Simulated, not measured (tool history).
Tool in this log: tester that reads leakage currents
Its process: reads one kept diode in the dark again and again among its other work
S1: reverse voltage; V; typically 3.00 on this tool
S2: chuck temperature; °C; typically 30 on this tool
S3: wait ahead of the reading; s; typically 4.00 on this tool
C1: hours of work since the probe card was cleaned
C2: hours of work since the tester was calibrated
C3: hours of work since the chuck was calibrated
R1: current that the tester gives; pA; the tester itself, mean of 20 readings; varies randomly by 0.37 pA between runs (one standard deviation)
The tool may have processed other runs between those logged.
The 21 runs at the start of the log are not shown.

run 22 hour=694.8 | S1=3.00 S2=40 S3=0.65 | C1=2103 C2=1151 C3=709 | R1=261.62
run 23 hour=727.7 | S1=19.41 S2=41 S3=0.67 | C1=2118 C2=1167 C3=724 | R1=562.36
run 24 hour=773.0 | S1=8.17 S2=52 S3=5.49 | C1=2139 C2=1187 C3=745 | R1=854.57
run 25 hour=799.4 | S1=1.70 S2=51 S3=5.49 | C1=2151 C2=1199 C3=757 | R1=467.65
-- hour=828.1 probe card cleaned and baked
run 26 hour=842.8 | S1=1.70 S2=51 S3=5.49 | C1=7 C2=1218 C3=775 | R1=459.32
run 27 hour=863.7 | S1=10.32 S2=26 S3=7.55 | C1=16 C2=1228 C3=785 | R1=126.89
run 28 hour=911.9 | S1=2.00 S2=26 S3=1.53 | C1=38 C2=1250 C3=807 | R1=73.67
run 29 hour=941.4 | S1=2.00 S2=26 S3=1.53 | C1=52 C2=1263 C3=821 | R1=73.68
run 30 hour=963.8 | S1=3.93 S2=43 S3=3.93 | C1=62 C2=1274 C3=831 | R1=341.04
run 31 hour=996.1 | S1=1.51 S2=36 S3=0.98 | C1=77 C2=1288 C3=846 | R1=147.53
run 32 hour=1025.5 | S1=3.18 S2=37 S3=4.00 | C1=91 C2=1302 C3=859 | R1=204.05
run 33 hour=1069.7 | S1=3.00 S2=59 S3=4.00 | C1=111 C2=1322 C3=879 | R1=960.70
run 34 hour=1094.2 | S1=3.00 S2=59 S3=4.00 | C1=122 C2=1333 C3=891 | R1=952.98
run 35 hour=1122.5 | S1=1.15 S2=41 S3=1.54 | C1=135 C2=1346 C3=904 | R1=196.12
run 36 hour=1170.7 | S1=3.66 S2=30 S3=8.21 | C1=157 C2=1369 C3=926 | R1=124.08
run 37 hour=1201.6 | S1=3.66 S2=30 S3=8.21 | C1=172 C2=1383 C3=940 | R1=123.36
run 38 hour=1245.5 | S1=16.77 S2=30 S3=1.57 | C1=192 C2=1403 C3=960 | R1=208.82
run 39 hour=1271.3 | S1=3.00 S2=35 S3=6.06 | C1=204 C2=1415 C3=972 | R1=170.85
run 40 hour=1316.9 | S1=1.25 S2=24 S3=2.71 | C1=224 C2=1436 C3=993 | R1=52.92

Here are 3 independent what-if runs from the current tool condition. What would each one return?
run A hour=1352.7 | S1=3.00 S2=59 S3=4.00 | C1=241 C2=1452 C3=1009 | R1=?
run B hour=1352.7 | S1=3.00 S2=35 S3=4.00 | C1=241 C2=1452 C3=1009 | R1=?
run C hour=1352.7 | S1=4.29 S2=42 S3=6.63 | C1=241 C2=1452 C3=1009 | R1=?

run=A R1=944.29
run=B R1=170.56
run=C R1=324.67
With the hidden condition removed and each run's random variation left untouched, the same runs would have given:
run=A R1=1007.66
run=B R1=182.70
run=C R1=347.34

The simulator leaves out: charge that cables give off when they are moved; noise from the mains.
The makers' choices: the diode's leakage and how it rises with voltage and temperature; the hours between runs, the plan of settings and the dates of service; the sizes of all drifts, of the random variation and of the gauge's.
